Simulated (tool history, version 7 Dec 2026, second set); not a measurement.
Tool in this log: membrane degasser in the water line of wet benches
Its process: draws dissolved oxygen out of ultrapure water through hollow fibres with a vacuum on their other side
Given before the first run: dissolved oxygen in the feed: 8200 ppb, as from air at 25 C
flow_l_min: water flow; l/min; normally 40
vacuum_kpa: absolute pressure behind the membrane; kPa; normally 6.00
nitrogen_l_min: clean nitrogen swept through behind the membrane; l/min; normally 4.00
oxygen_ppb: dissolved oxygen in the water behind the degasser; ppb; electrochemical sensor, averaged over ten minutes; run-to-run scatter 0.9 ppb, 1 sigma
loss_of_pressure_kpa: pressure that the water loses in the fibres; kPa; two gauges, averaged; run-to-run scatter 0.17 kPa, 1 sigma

| run | hour | flow_l_min | vacuum_kpa | nitrogen_l_min | oxygen_ppb | loss_of_pressure_kpa |
|---|---|---|---|---|---|---|
| 1 | 0.0 | 40 | 6.00 | 4.00 | 88.6 | 27.57 |
| 2 | 40.7 | 40 | 6.00 | 7.53 | 58.2 | 27.03 |
| 3 | 88.4 | 40 | 6.00 | 7.53 | 58.5 | 27.17 |
| 4 | 110.6 | 40 | 6.00 | 7.53 | 58.0 | 27.45 |
| 5 | 144.2 | 40 | 6.00 | 4.00 | 89.6 | 27.45 |
| 6 | 197.0 | 40 | 6.00 | 4.00 | 88.5 | 27.43 |
| 7 | 232.1 | 40 | 6.00 | 4.00 | 89.9 | 27.35 |
| 8 | 274.8 | 40 | 6.00 | 2.91 | 111.1 | 27.58 |
| 9 | 314.7 | 40 | 6.00 | 6.76 | 62.3 | 27.40 |
| 10 | 343.9 | 40 | 6.00 | 6.76 | 61.4 | 27.62 |
| 11 | 389.1 | 40 | 6.00 | 5.97 | 67.4 | 27.39 |
| 12 | 441.6 | 40 | 6.00 | 5.97 | 68.2 | 27.44 |
| 13 | 472.4 | 40 | 6.00 | 2.46 | 125.8 | 27.48 |
| 14 | 515.6 | 40 | 6.00 | 2.46 | 123.6 | 27.38 |
|  | 518.5 | vacuum gauge calibrated |
| 15 | 545.6 | 40 | 6.00 | 2.46 | 129.9 | 27.51 |
| 16 | 569.2 | 26 | 6.00 | 3.79 | 59.2 | 17.84 |
| 17 | 604.5 | 37 | 9.24 | 9.04 | 79.1 | 25.33 |
| 18 | 637.9 | 40 | 6.00 | 5.61 | 73.0 | 27.35 |
| 19 | 691.2 | 59 | 13.41 | 3.53 | 418.6 | 40.88 |
| 20 | 735.4 | 59 | 13.41 | 3.53 | 421.3 | 40.63 |
| 21 | 769.5 | 59 | 13.41 | 3.53 | 420.1 | 40.49 |

Estimate the outcome of run 22 from the log above:
|  | 781.0 | vacuum gauge calibrated, once more |
| 22 | 814.1 | 59 | 7.63 | 3.53 | ? | ? |

oxygen_ppb: 203.0 ppb
loss_of_pressure_kpa: 40.71 kPa
On a tool with no hidden condition, and with the same random variation, this run would have come out at oxygen_ppb 201.3 ppb, loss_of_pressure_kpa 40.38 kPa.

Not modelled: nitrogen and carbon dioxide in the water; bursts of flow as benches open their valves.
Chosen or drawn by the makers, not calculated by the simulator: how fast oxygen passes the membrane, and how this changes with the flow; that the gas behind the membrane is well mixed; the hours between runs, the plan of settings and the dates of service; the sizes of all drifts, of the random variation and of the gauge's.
